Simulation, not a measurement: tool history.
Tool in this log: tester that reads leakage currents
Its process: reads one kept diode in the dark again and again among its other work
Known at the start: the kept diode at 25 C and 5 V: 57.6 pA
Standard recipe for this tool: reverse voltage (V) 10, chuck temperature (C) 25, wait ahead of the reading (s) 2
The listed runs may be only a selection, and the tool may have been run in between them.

run,hour,reverse voltage (V),chuck temperature (C),wait ahead of the reading (s),current that the tester gives (pA)
1,0,10,25,2,94.7
2,38.3,10,25,2,95.37
3,74.5,10,25,2,95.55
4,110.4,10,25,2,96.22
5,146.8,10,25,2,97.03
6,174.1,10,25,2,97.42
7,208.2,10,25,2,97.97
8,245.6,10,25,2,97.87
9,277,10,25,2,97.93
10,303.9,10,25,2,99.16
11,332.1,10,25,2,98.96
12,373,10,25,2,99.19
13,404.9,10,25,0.46,105.34
14,449.2,10,25,2,100.43
15,490.4,7,25,2,86.22
16,527,7,25,2,86.47
17,564.5,7,25,2,87.22
18,598.5,7,25,2,87.31
19,617.2,7,27,2,99.71
20,656.3,10,25,0.92,104.78
# hour 673: chuck's temperature calibrated
# hour 695.6: probe card cleaned and baked
21,703.3,10,25,0.92,104.02
22,741.5,5.6,33,2,130.52
23,779,5.6,33,2,130.99
# hour 801.9: probe card cleaned and baked, once more
24,809,18.5,55,3.91,810.15
25,827.9,2.6,25,3.15,47.83
26,846.3,10,25,0.96,75.92
27,875,13.4,30,0.81,124.3
28,904.6,10.1,29,4.43,102.3
29,936.5,10.1,29,4.43,102.64
30,954.6,10.1,29,4.43,102.79
31,979.2,1.8,32,9.96,75.58
32,1013.5,10,48,2,420.18
33,1041.6,10,48,2,419.66
34,1072.6,1.5,25,0.66,41.76
35,1095.4,4.6,25,2.53,59.14
36,1117.8,10,34,2,153.29
37,1149.3,10,34,2,154.09
38,1188.1,14.5,42,3.53,311.74
39,1217.7,14.5,26,0.76,100.34
40,1260.8,10,55,1.17,687.84
41,1300.5,18.2,44,0.31,409.36

Each row is a separate what-if for the run after 41, all from the same tool condition, not one after another. Results?
A,1331.7,3.6,39,2,?
B,1331.7,5.8,52,2,?
C,1331.7,2.4,47,6.57,?

run,current that the tester gives (pA)
A,162.29
B,475.6
C,253.84
Without the tool's hidden state the same runs would have given:
run,current that the tester gives (pA)
A,156.36
B,461.49
C,246.37
